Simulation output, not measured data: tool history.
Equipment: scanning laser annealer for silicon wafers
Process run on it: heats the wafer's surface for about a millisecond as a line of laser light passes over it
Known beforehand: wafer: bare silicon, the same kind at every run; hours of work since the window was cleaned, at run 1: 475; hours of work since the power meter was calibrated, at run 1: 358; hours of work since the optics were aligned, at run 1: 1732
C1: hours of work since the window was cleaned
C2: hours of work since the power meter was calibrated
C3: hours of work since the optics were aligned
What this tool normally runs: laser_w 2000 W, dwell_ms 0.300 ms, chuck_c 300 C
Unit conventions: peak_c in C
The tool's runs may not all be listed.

Run 1, hour 0.0: usual settings; C1 475; C2 358; C3 1732. Result: peak_c 1087 C.
Run 2, hour 10.2: usual settings but chuck_c 286 C; C1 481; C2 363; C3 1737. Result: peak_c 1073 C.
Run 3, hour 17.9: usual settings but chuck_c 271 C; C1 485; C2 368; C3 1741. Result: peak_c 1058 C.
Run 4, hour 28.2: usual settings but laser_w 1784 W; C1 491; C2 373; C3 1747. Result: peak_c 980 C.
Run 5, hour 41.5: usual settings but dwell_ms 0.270 ms; C1 498; C2 380; C3 1754. Result: peak_c 1045 C.
Run 6, hour 56.4: usual settings but dwell_ms 0.270 ms; C1 506; C2 388; C3 1762. Result: peak_c 1046 C.
Run 7, hour 74.5: usual settings; C1 516; C2 398; C3 1772. Result: peak_c 1085 C.
Run 8, hour 85.6: usual settings but chuck_c 316 C; C1 522; C2 404; C3 1778. Result: peak_c 1100 C.
Run 9, hour 97.4: usual settings but chuck_c 327 C; C1 528; C2 410; C3 1784. Result: peak_c 1109 C.
Run 10, hour 109.7: usual settings but chuck_c 327 C; C1 535; C2 417; C3 1791. Result: peak_c 1112 C.
Run 11, hour 118.3: usual settings but laser_w 2137 W; C1 539; C2 422; C3 1796. Result: peak_c 1158 C.
Run 12, hour 132.7: usual settings but laser_w 2137 W; C1 547; C2 429; C3 1803. Result: peak_c 1155 C.
Run 13, hour 144.2: usual settings but laser_w 2137 W; C1 553; C2 436; C3 1810. Result: peak_c 1150 C.
Run 14, hour 152.3: usual settings but laser_w 1893 W; C1 557; C2 440; C3 1814. Result: peak_c 1028 C.
Run 15, hour 161.5: usual settings but laser_w 1893 W; C1 562; C2 445; C3 1819. Result: peak_c 1027 C.
Run 16, hour 173.7: usual settings but laser_w 1893 W; C1 569; C2 452; C3 1825. Result: peak_c 1031 C.
Run 17, hour 185.4: usual settings but laser_w 1893 W; C1 575; C2 458; C3 1832. Result: peak_c 1026 C.
Run 18, hour 200.2: usual settings; C1 583; C2 466; C3 1840. Result: peak_c 1083 C.
Run 19, hour 215.3: usual settings but dwell_ms 0.224 ms; C1 591; C2 474; C3 1848. Result: peak_c 979 C.
Run 20, hour 226.2: usual settings but dwell_ms 0.224 ms; C1 597; C2 480; C3 1854. Result: peak_c 981 C.
Run 21, hour 234.7: usual settings but laser_w 2119 W, dwell_ms 0.254 ms; C1 602; C2 484; C3 1858. Result: peak_c 1081 C.
Run 22, hour 243.2: usual settings but laser_w 2094 W; C1 606; C2 489; C3 1863. Result: peak_c 1130 C.
Run 23, hour 253.8: usual settings but laser_w 2094 W, dwell_ms 0.302 ms; C1 612; C2 495; C3 1869. Result: peak_c 1133 C.
At hour 262.8: optics aligned, line set to its width.
Run 24, hour 272.2: usual settings but dwell_ms 0.262 ms; C1 619; C2 502; C3 5. Result: peak_c 1037 C.
Run 25, hour 283.0: usual settings but laser_w 1876 W; C1 625; C2 508; C3 11. Result: peak_c 1025 C.
Run 26, hour 297.5: usual settings but laser_w 1876 W, chuck_c 325 C; C1 633; C2 516; C3 19. Result: peak_c 1048 C.
Run 27, hour 312.4: usual settings but laser_w 1863 W, dwell_ms 0.319 ms, chuck_c 318 C; C1 641; C2 524; C3 27. Result: peak_c 1055 C.
Run 28, hour 326.2: usual settings but laser_w 2008 W, dwell_ms 0.254 ms, chuck_c 305 C; C1 649; C2 531; C3 34. Result: peak_c 1038 C.
Run 29, hour 343.8: usual settings but laser_w 2140 W, dwell_ms 0.253 ms, chuck_c 296 C; C1 658; C2 541; C3 44. Result: peak_c 1089 C.
Run 30, hour 357.6: usual settings but laser_w 2157 W, dwell_ms 0.264 ms, chuck_c 329 C; C1 665; C2 548; C3 51. Result: peak_c 1143 C.
Run 31, hour 367.4: usual settings but laser_w 2157 W, dwell_ms 0.226 ms, chuck_c 329 C; C1 671; C2 553; C3 56. Result: peak_c 1088 C.
Run 32, hour 377.5: usual settings but dwell_ms 0.298 ms, chuck_c 269 C; C1 676; C2 559; C3 62. Result: peak_c 1054 C.
Run 33, hour 386.3: usual settings but dwell_ms 0.298 ms, chuck_c 269 C; C1 681; C2 563; C3 67. Result: peak_c 1048 C.
At hour 401.2: window over the wafer cleaned.
Run 34, hour 401.2: usual settings but dwell_ms 0.298 ms, chuck_c 269 C; C1 0; C2 570; C3 74. Result: peak_c 1069 C.
Run 35, hour 417.3: usual settings but laser_w 2069 W, dwell_ms 0.376 ms, chuck_c 334 C; C1 9; C2 579; C3 82. Result: peak_c 1272 C.
Run 36, hour 435.0: usual settings but laser_w 2069 W, dwell_ms 0.376 ms, chuck_c 334 C; C1 18; C2 589; C3 92. Result: peak_c 1270 C.
Run 37, hour 452.0: usual settings but dwell_ms 0.322 ms, chuck_c 265 C; C1 27; C2 598; C3 101. Result: peak_c 1097 C.
Run 38, hour 460.5: usual settings but dwell_ms 0.322 ms, chuck_c 265 C; C1 32; C2 602; C3 105. Result: peak_c 1094 C.
Run 39, hour 477.1: usual settings but dwell_ms 0.322 ms, chuck_c 265 C; C1 41; C2 611; C3 114. Result: peak_c 1096 C.
Run 40, hour 485.0: usual settings but dwell_ms 0.351 ms, chuck_c 296 C; C1 45; C2 616; C3 119. Result: peak_c 1163 C.

Consider 4 possible next runs. They are alternatives, not a sequence: every one starts from the tool as it was left by run 40. What does each give?
Run A, hour 494.1: usual settings but dwell_ms 0.238 ms, chuck_c 296 C; C1 50; C2 620; C3 124. Result: peak_c ?.
Run B, hour 494.1: usual settings but laser_w 1968 W, chuck_c 312 C; C1 50; C2 620; C3 124. Result: peak_c ?.
Run C, hour 494.1: usual settings but laser_w 2171 W, dwell_ms 0.248 ms, chuck_c 296 C; C1 50; C2 620; C3 124. Result: peak_c ?.
Run D, hour 494.1: usual settings but laser_w 1980 W, chuck_c 308 C; C1 50; C2 620; C3 124. Result: peak_c ?.

run  peak_c
  A    1018
  B    1099
  C    1114
  D    1101
What these runs would have given with no unlogged condition in the tool:
run  peak_c
  A    1026
  B    1109
  C    1124
  D    1111
